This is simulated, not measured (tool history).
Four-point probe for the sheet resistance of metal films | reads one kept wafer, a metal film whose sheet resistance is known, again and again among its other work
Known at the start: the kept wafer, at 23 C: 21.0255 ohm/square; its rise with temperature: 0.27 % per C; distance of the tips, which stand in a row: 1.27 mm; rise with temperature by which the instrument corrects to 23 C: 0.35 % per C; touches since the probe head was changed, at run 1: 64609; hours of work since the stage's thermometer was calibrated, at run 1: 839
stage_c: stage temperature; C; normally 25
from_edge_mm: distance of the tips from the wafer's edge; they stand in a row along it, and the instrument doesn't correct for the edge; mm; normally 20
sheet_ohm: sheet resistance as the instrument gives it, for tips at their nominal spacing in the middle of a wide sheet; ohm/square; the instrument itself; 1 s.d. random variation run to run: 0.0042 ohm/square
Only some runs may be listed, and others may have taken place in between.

| run | hour | stage_c | from_edge_mm | touches since the probe head was changed | hours of work since the stage's thermometer was calibrated | sheet_ohm |
|---|---|---|---|---|---|---|
| 1 | 0 | 25 | 20 | 64609 | 839 | 21.003277 |
| 2 | 109.3 | 25 | 20 | 68661 | 896 | 20.987545 |
| 3 | 178 | 25 | 20 | 71209 | 932 | 20.990923 |
| 4 | 228.6 | 25 | 20 | 73085 | 959 | 20.992715 |
| 5 | 343.8 | 25 | 20 | 77355 | 1019 | 20.985658 |
| 6 | 400.6 | 19 | 20 | 79462 | 1049 | 21.08404 |
| 7 | 477.7 | 19 | 20 | 82320 | 1089 | 21.082052 |
| 8 | 595.9 | 25 | 46 | 86704 | 1152 | 20.931681 |
| 9 | 674.6 | 29 | 20 | 89621 | 1193 | 20.905531 |
| 10 | 779.1 | 25 | 3 | 93497 | 1248 | 22.745967 |
| 11 | 838.9 | 25 | 66 | 95716 | 1279 | 20.922353 |
| 12 | 938.9 | 25 | 66 | 99421 | 1332 | 20.913408 |
| 13 | 1013 | 25 | 66 | 102169 | 1371 | 20.904325 |
| 14 | 1062.3 | 25 | 66 | 103997 | 1397 | 20.916336 |
| 15 | 1145.8 | 25 | 66 | 107094 | 1440 | 20.916957 |
| 16 | 1235 | 25 | 20 | 110401 | 1487 | 20.937698 |
| 17 | 1314.5 | 25 | 20 | 113350 | 1529 | 20.948214 |
| 18 | 1380.2 | 25 | 5 | 115785 | 1564 | 21.583008 |
| 19 | 1441.5 | 25 | 5 | 118059 | 1596 | 21.587006 |
| 20 | 1505.4 | 25 | 5 | 120426 | 1629 | 21.582077 |
| 21 | 1603.5 | 25 | 5 | 124065 | 1681 | 21.586562 |
| 22 | 1693.5 | 25 | 5 | 127402 | 1728 | 21.574944 |
| 23 | 1796.5 | 20 | 38 | 131220 | 1782 | 20.97249 |
| 24 | 1914.7 | 19 | 26 | 135603 | 1844 | 21.000085 |
|  | 1924.9 | stage's thermometer calibrated |
|  | 1995.7 | new probe head fitted |
| 25 | 2005.6 | 34 | 43 | 368 | 42 | 20.914166 |
| 26 | 2062.1 | 33 | 4 | 2462 | 72 | 21.992127 |
| 27 | 2109.9 | 20 | 18 | 4235 | 97 | 21.200584 |
| 28 | 2175 | 28 | 4 | 6651 | 131 | 22.075745 |
|  | 2260.6 | stage's thermometer calibrated, once more |
| 29 | 2288.7 | 25 | 17 | 10845 | 15 | 21.09893 |
| 30 | 2391.4 | 19 | 33 | 14653 | 69 | 21.146854 |
| 31 | 2469.8 | 19 | 33 | 17560 | 110 | 21.140914 |
| 32 | 2529 | 30 | 5 | 19756 | 141 | 21.647687 |
| 33 | 2638.1 | 30 | 5 | 23804 | 198 | 21.626228 |
| 34 | 2698.7 | 30 | 5 | 26049 | 230 | 21.625654 |
| 35 | 2812.3 | 23 | 4 | 30262 | 290 | 22.12252 |
| 36 | 2881 | 28 | 40 | 32809 | 326 | 20.961243 |
| 37 | 2975.6 | 28 | 40 | 36316 | 376 | 20.953551 |
| 38 | 3070.5 | 34 | 12 | 39833 | 425 | 20.981575 |
| 39 | 3132.5 | 25 | 11 | 42133 | 458 | 21.132671 |
| 40 | 3191.1 | 34 | 5 | 44305 | 489 | 21.543059 |
| 41 | 3280.1 | 34 | 5 | 47608 | 536 | 21.539109 |
| 42 | 3346.9 | 34 | 5 | 50082 | 571 | 21.536275 |
| 43 | 3448.7 | 34 | 5 | 53858 | 624 | 21.525131 |
| 44 | 3548.5 | 28 | 15 | 57559 | 676 | 21.005426 |

Results per run with the tool's hidden condition removed, run-to-run variation unchanged:
What the log doesn't record here: inner tips' distance over the nominal, %; tips' flats over new ones', %; wafer's true temperature over the reading, C; drift of the gauge itself on sheet_ohm, %.
| run | sheet_ohm |
|---|---|
| 1 | 21.042256 |
| 2 | 21.03149 |
| 3 | 21.037891 |
| 4 | 21.041761 |
| 5 | 21.039661 |
| 6 | 21.140545 |
| 7 | 21.141614 |
| 8 | 20.996314 |
| 9 | 20.973448 |
| 10 | 22.823965 |
| 11 | 20.997619 |
| 12 | 20.992651 |
| 13 | 20.986612 |
| 14 | 21.000564 |
| 15 | 21.005117 |
| 16 | 21.029782 |
| 17 | 21.043504 |
| 18 | 21.684008 |
| 19 | 21.690891 |
| 20 | 21.689054 |
| 21 | 21.697765 |
| 22 | 21.689901 |
| 23 | 21.088697 |
| 24 | 21.121736 |
| 25 | 20.851162 |
| 26 | 21.928569 |
| 27 | 21.14075 |
| 28 | 22.017372 |
| 29 | 21.063331 |
| 30 | 21.114934 |
| 31 | 21.112064 |
| 32 | 21.621061 |
| 33 | 21.604728 |
| 34 | 21.60685 |
| 35 | 22.107944 |
| 36 | 20.950541 |
| 37 | 20.94701 |
| 38 | 20.979013 |
| 39 | 21.132279 |
| 40 | 21.545421 |
| 41 | 21.545445 |
| 42 | 21.5454 |
| 43 | 21.538542 |
| 44 | 21.0224 |

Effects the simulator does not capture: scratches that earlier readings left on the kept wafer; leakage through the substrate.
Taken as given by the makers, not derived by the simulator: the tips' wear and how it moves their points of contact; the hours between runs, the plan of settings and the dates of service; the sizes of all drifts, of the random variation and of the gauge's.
